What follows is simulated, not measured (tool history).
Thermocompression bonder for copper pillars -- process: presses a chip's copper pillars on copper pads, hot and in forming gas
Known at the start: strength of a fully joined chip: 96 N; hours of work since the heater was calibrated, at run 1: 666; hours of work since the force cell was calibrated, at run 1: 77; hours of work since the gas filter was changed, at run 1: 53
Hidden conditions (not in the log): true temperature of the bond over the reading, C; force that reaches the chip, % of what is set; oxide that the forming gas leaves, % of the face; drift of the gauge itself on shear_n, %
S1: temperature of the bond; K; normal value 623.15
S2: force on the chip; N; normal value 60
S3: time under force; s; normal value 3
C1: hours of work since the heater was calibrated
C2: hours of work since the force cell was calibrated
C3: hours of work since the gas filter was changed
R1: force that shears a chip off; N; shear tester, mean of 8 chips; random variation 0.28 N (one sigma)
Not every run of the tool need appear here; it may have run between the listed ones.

{"run": 1, "hour": 0.0, "S1": 623.15, "S2": 60, "S3": 3, "C1": 666, "C2": 77, "C3": 53, "R1": 63.1}
{"run": 2, "hour": 20.0, "S1": 623.15, "S2": 60, "S3": 3, "C1": 681, "C2": 92, "C3": 68, "R1": 64.1}
{"run": 3, "hour": 39.5, "S1": 645.15, "S2": 60, "S3": 3, "C1": 696, "C2": 107, "C3": 83, "R1": 72.6}
{"run": 4, "hour": 56.1, "S1": 645.15, "S2": 60, "S3": 3, "C1": 708, "C2": 120, "C3": 96, "R1": 73.4}
{"run": 5, "hour": 71.0, "S1": 645.15, "S2": 60, "S3": 3, "C1": 720, "C2": 131, "C3": 107, "R1": 73.2}
{"run": 6, "hour": 83.2, "S1": 645.15, "S2": 60, "S3": 3, "C1": 729, "C2": 141, "C3": 116, "R1": 73.5}
{"run": 7, "hour": 99.5, "S1": 645.15, "S2": 60, "S3": 3, "C1": 741, "C2": 153, "C3": 129, "R1": 73.8}
{"run": 8, "hour": 120.0, "S1": 645.15, "S2": 60, "S3": 3, "C1": 757, "C2": 168, "C3": 144, "R1": 73.3}
{"run": 9, "hour": 131.4, "S1": 645.15, "S2": 60, "S3": 3, "C1": 766, "C2": 177, "C3": 153, "R1": 74.0}
{"run": 10, "hour": 142.9, "S1": 645.15, "S2": 60, "S3": 3, "C1": 774, "C2": 186, "C3": 162, "R1": 73.9}
{"run": 11, "hour": 159.4, "S1": 645.15, "S2": 60, "S3": 3, "C1": 787, "C2": 198, "C3": 174, "R1": 74.5}
{"hour": 176.8, "done": "gauge calibrated"}
{"run": 12, "hour": 176.8, "S1": 623.15, "S2": 60, "S3": 3, "C1": 800, "C2": 212, "C3": 187, "R1": 63.6}
{"run": 13, "hour": 196.8, "S1": 623.15, "S2": 60, "S3": 3, "C1": 815, "C2": 227, "C3": 202, "R1": 63.2}
{"run": 14, "hour": 216.9, "S1": 623.15, "S2": 77, "S3": 2, "C1": 831, "C2": 242, "C3": 218, "R1": 67.0}
{"run": 15, "hour": 232.3, "S1": 623.15, "S2": 77, "S3": 2, "C1": 842, "C2": 254, "C3": 229, "R1": 67.1}
{"run": 16, "hour": 246.4, "S1": 649.15, "S2": 60, "S3": 3, "C1": 853, "C2": 264, "C3": 240, "R1": 74.8}
{"run": 17, "hour": 263.0, "S1": 649.15, "S2": 60, "S3": 3, "C1": 866, "C2": 277, "C3": 253, "R1": 75.0}
{"run": 18, "hour": 279.4, "S1": 596.15, "S2": 48, "S3": 2, "C1": 878, "C2": 289, "C3": 265, "R1": 37.2}
{"run": 19, "hour": 297.7, "S1": 596.15, "S2": 48, "S3": 2, "C1": 892, "C2": 303, "C3": 279, "R1": 37.3}
{"run": 20, "hour": 313.7, "S1": 634.15, "S2": 60, "S3": 5, "C1": 904, "C2": 316, "C3": 291, "R1": 77.8}
{"run": 21, "hour": 328.6, "S1": 627.15, "S2": 43, "S3": 9, "C1": 915, "C2": 327, "C3": 303, "R1": 72.0}
{"run": 22, "hour": 341.5, "S1": 627.15, "S2": 43, "S3": 9, "C1": 925, "C2": 337, "C3": 312, "R1": 72.3}
{"run": 23, "hour": 355.9, "S1": 623.15, "S2": 90, "S3": 3, "C1": 936, "C2": 348, "C3": 323, "R1": 81.5}
{"run": 24, "hour": 367.9, "S1": 639.15, "S2": 64, "S3": 4, "C1": 945, "C2": 357, "C3": 332, "R1": 79.0}
{"hour": 385.5, "done": "forming gas filter changed"}
{"run": 25, "hour": 385.9, "S1": 639.15, "S2": 64, "S3": 4, "C1": 959, "C2": 370, "C3": 0, "R1": 80.1}

Some steps in R1, run to run, broken into two amounts with sign: the step expected even without the hidden condition (settings, incoming material, random variation), and the rest, left for the hidden condition together with whatever gauge scatter is not in both the measured and the hidden-condition-free result:
Run 11 -> 12: S1 645.15 -> 623.15, gauge calibrated. R1 -10.9 N: hidden state -1.8, all else -9.1.
Run 17 -> 18: S1 649.15 -> 596.15, S2 60 -> 48, S3 3 -> 2. R1 -37.8 N: hidden state -0.3, all else -37.5.
Run 19 -> 20: S1 596.15 -> 634.15, S2 48 -> 60, S3 2 -> 5. R1 +40.5 N: hidden state +0.8, all else +39.7.
